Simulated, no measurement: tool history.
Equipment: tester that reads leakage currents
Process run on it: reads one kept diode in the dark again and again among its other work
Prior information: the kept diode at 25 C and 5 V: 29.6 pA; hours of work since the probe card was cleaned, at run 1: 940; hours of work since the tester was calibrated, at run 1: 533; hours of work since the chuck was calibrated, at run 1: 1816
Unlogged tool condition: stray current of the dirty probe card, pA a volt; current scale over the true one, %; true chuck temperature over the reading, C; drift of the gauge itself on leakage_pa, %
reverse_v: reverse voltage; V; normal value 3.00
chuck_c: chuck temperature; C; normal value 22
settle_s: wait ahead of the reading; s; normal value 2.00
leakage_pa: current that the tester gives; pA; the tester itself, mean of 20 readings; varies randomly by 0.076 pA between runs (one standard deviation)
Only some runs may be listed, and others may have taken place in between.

run    hour  reverse_v  chuck_c  settle_s  hours of work since the probe card was cleaned  hours of work since the tester was calibrated  hours of work since the chuck was calibrated  leakage_pa
  1     0.0       3.00       22      2.00                                             940                                            533                                          1816       22.94
  2    32.6      17.13       22      2.00                                             957                                            550                                          1833       56.23
  3    71.3       3.00       27      2.00                                             977                                            570                                          1853       33.79
  4   103.1       3.00       22      2.00                                             994                                            587                                          1870       23.11
  5   130.7       3.00       49      2.00                                            1008                                            601                                          1884      172.27
  6   162.0       3.00       49      7.75                                            1025                                            618                                          1900      172.21
  7   183.1       3.00       22      5.94                                            1035                                            629                                          1911       23.05
  8   201.7       3.00       22      5.94                                            1045                                            638                                          1921       22.98
  9   221.0       5.34       22      2.00                                            1055                                            648                                          1931       30.92
 10   241.2       5.34       22      2.00                                            1066                                            659                                          1942       31.08
 11   268.1       3.00       22      2.00                                            1080                                            673                                          1956       23.34
 12   309.6       3.00       22      0.37                                            1102                                            695                                          1977       25.38
 13   344.2       3.00       22      0.37                                            1120                                            713                                          1995       25.40
 14   369.6       3.00       22      0.37                                            1133                                            726                                          2009       25.42
      381.8  -- chuck's temperature calibrated
 15   400.9       3.00       22      0.37                                            1148                                            741                                            10       23.32
 16   434.6       3.00       22      2.00                                            1166                                            759                                            28       21.70
 17   460.5       3.00       22      2.00                                            1179                                            772                                            41       21.76
 18   483.3       1.75       22      2.00                                            1191                                            784                                            53       16.71
 19   502.6       1.75       22      2.00                                            1201                                            794                                            63       16.73
 20   528.7       1.75       22      2.00                                            1215                                            808                                            77       16.82
 21   562.4       1.75       22      2.00                                            1232                                            826                                            94       16.89
 22   586.0       3.00       35      0.95                                            1245                                            838                                           107       58.53
 23   605.9       3.00       22      1.77                                            1255                                            848                                           117       21.89
 24   641.6       8.47       22      2.79                                            1274                                            867                                           136       37.09
 25   660.2       2.16       47      1.80                                            1284                                            877                                           145      120.38
 26   689.4      18.10       22      2.00                                            1299                                            892                                           161       58.56
 27   720.3       3.06       36      2.04                                            1315                                            908                                           177       63.14
 28   756.2       3.06       36      2.04                                            1334                                            927                                           195       63.79
 29   789.7       3.06       36      2.04                                            1351                                            944                                           213       63.37
 30   827.0       8.04       46      2.04                                            1371                                            964                                           232      200.34
 31   851.2       1.63       31      1.58                                            1383                                            976                                           245       33.23
 32   883.4       3.31       22      2.00                                            1400                                            993                                           262       23.54
 33   910.1       1.90       22      8.79                                            1414                                           1007                                           276       17.77
 34   938.2       3.66       22      2.00                                            1429                                           1022                                           290       24.88
 35   955.5       3.00       22      8.78                                            1438                                           1031                                           300       22.32
 36   990.5       3.00       22      8.78                                            1456                                           1049                                           318       22.30
 37  1029.3       3.00       51      0.79                                            1476                                           1069                                           338      188.64
 38  1058.0       3.35       22      0.37                                            1491                                           1084                                           353       26.10
 39  1077.5       3.00       22      3.90                                            1501                                           1095                                           363       22.59
 40  1096.3       2.34       34      2.00                                            1511                                           1104                                           373       49.19
 41  1119.7       2.34       22      0.52                                            1523                                           1117                                           385       20.99

3 ways to go on from here, each from the tool as it stands after run 41. What would each give?
  A  1150.6       1.84       28      0.82                                            1540                                           1133                                           401           ?
  B  1150.6      17.11       37      0.43                                            1540                                           1133                                           401           ?
  C  1150.6       2.34       22      2.04                                            1540                                           1133                                           401           ?

run  leakage_pa
  A       28.56
  B      162.91
  C       20.10
With the hidden condition removed and each run's random variation left untouched, the same runs would have given:
run  leakage_pa
  A       25.80
  B      141.10
  C       17.10
